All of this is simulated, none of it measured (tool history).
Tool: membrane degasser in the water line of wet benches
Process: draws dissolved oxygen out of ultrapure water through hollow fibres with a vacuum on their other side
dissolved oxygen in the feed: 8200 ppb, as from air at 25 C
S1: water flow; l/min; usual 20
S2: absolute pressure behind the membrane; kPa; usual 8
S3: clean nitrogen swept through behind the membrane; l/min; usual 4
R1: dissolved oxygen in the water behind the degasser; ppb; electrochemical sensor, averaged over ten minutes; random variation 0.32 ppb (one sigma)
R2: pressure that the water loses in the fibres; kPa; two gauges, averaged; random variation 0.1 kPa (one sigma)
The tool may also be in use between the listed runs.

run	hour	S1	S2	S3	R1	R2
1	0	20	8	4	67.7	39.42
2	43.9	20	8	4	67.4	39.41
3	99.2	20	8	4	67.8	39.5
4	197.7	20	8	4	66.4	39.49
5	252.2	21	8	4	71.4	41.3
6	320.2	20	11.9	4	114.6	39.64
7	392.5	25	8	4	88.7	49.21
8	447.3	15	8	4	48.5	29.59
9	541.1	15	8	4	49.3	29.62
10	591.7	15	8	4	48.9	29.69
11	696.9	15	8	4	49	29.53
12	798.8	24	10.24	6.58	78	47.46
13	896.9	12	9.19	6.58	30.1	23.79
14	983.4	13	6.84	2.66	48.8	25.62
15	1073.2	13	6.84	2.66	48.6	25.78
16	1148.7	13	6.84	2.66	48.6	25.68
17	1226	20	6.52	4	49.5	39.84
18	1292.1	14	8	1.9	92.5	27.7
19	1395.5	32	8	2.1	205.8	63.52
20	1470.4	32	8	2.1	205.5	63.28

4 ways to go on from here, each from the tool as it stands after run 20. What would each give?
A	1557.3	32	8	4.05	?	?
B	1557.3	16	5.29	2.08	?	?
C	1557.3	32	8	2.16	?	?
D	1557.3	20	16.22	3.01	?	?

run	R1	R2
A	127.4	63.26
B	46	31.72
C	201.4	63.37
D	218.2	39.5
Without the tool's hidden state the same runs would have given:
run	R1	R2
A	118.7	62.28
B	39.9	31.23
C	188.8	62.39
D	207.3	38.89
